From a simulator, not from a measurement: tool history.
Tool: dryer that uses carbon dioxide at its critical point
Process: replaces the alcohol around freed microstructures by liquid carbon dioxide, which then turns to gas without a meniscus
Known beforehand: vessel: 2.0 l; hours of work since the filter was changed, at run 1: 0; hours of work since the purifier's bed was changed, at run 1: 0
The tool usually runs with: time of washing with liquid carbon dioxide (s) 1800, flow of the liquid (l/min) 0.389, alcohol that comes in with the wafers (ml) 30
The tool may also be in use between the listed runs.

run,hour,time of washing with liquid carbon dioxide (s),flow of the liquid (l/min),alcohol that comes in with the wafers (ml),hours of work since the filter was changed,hours of work since the purifier's bed was changed,alcohol left in the vessel before it's heated (ppm by volume)
1,0.0,1800,0.389,30,0,0,142
2,12.2,1800,0.509,30,9,9,42
3,31.3,1800,0.509,30,22,22,39
4,50.7,1800,0.509,30,36,36,48
5,63.6,1800,0.517,30,45,45,50
6,72.8,1800,0.517,30,52,52,47
7,82.3,1800,0.517,30,59,59,47
8,102.1,1800,0.517,30,73,73,49
9,119.3,1800,0.517,30,85,85,54
10,134.3,1800,0.517,30,96,96,50
11,149.5,1800,0.517,30,107,107,58
12,169.3,1800,0.389,30,121,121,188
13,187.1,1800,0.389,30,134,134,206
14,203.0,1800,0.389,30,145,145,216
15,218.6,1800,0.389,30,156,156,236
16,230.2,1800,0.389,30,164,164,230
17,243.1,1800,0.389,30,174,174,239
18,261.4,1140,0.389,30,187,187,1074
19,280.4,1140,0.389,30,200,200,1080
20,290.8,1140,0.389,30,208,208,1113
21,311.1,1800,0.311,30,222,222,603
22,322.0,1800,0.311,30,230,230,599
23,338.1,1800,0.311,30,241,241,622
24,347.6,1800,0.311,30,248,248,617
25,367.4,1800,0.311,30,262,262,621
26,378.2,1140,0.389,115,270,270,4625
# hour 398.3: inlet filter changed
27,400.8,1140,0.389,115,2,286,3049
28,415.8,1800,0.389,22,12,296,147
29,431.9,1800,0.608,30,24,308,51
30,454.0,1440,0.389,30,40,324,437
31,476.0,1440,0.389,30,56,339,444
32,488.9,1320,0.389,37,65,349,728
33,506.4,2640,0.380,30,77,361,64
34,516.5,2640,0.380,30,84,368,74
35,527.3,1560,0.386,30,92,376,359
36,539.4,1560,0.386,30,101,385,389
37,558.8,1560,0.386,30,115,399,401
38,569.1,1800,0.389,58,122,406,414
39,585.5,1800,0.412,30,134,418,201
40,604.8,1800,0.412,30,148,431,214
41,616.8,1800,0.412,30,156,440,209
42,635.2,1800,0.412,30,169,453,220
43,645.3,2160,0.412,40,176,460,144
44,660.7,1140,0.570,30,187,471,349
45,682.1,1140,0.570,30,203,487,355
46,697.9,1140,0.360,38,214,498,1672

Forecast each of these 3 alternatives for the next run:
A,711.8,1140,0.360,51,224,508,?
B,711.8,1080,0.389,30,224,508,?
C,711.8,1800,0.390,30,224,508,?

run,alcohol left in the vessel before it's heated (ppm by volume)
A,2312
B,1281
C,299
Had the tool no hidden state, the same runs would have come out as:
run,alcohol left in the vessel before it's heated (ppm by volume)
A,1629
B,878
C,140
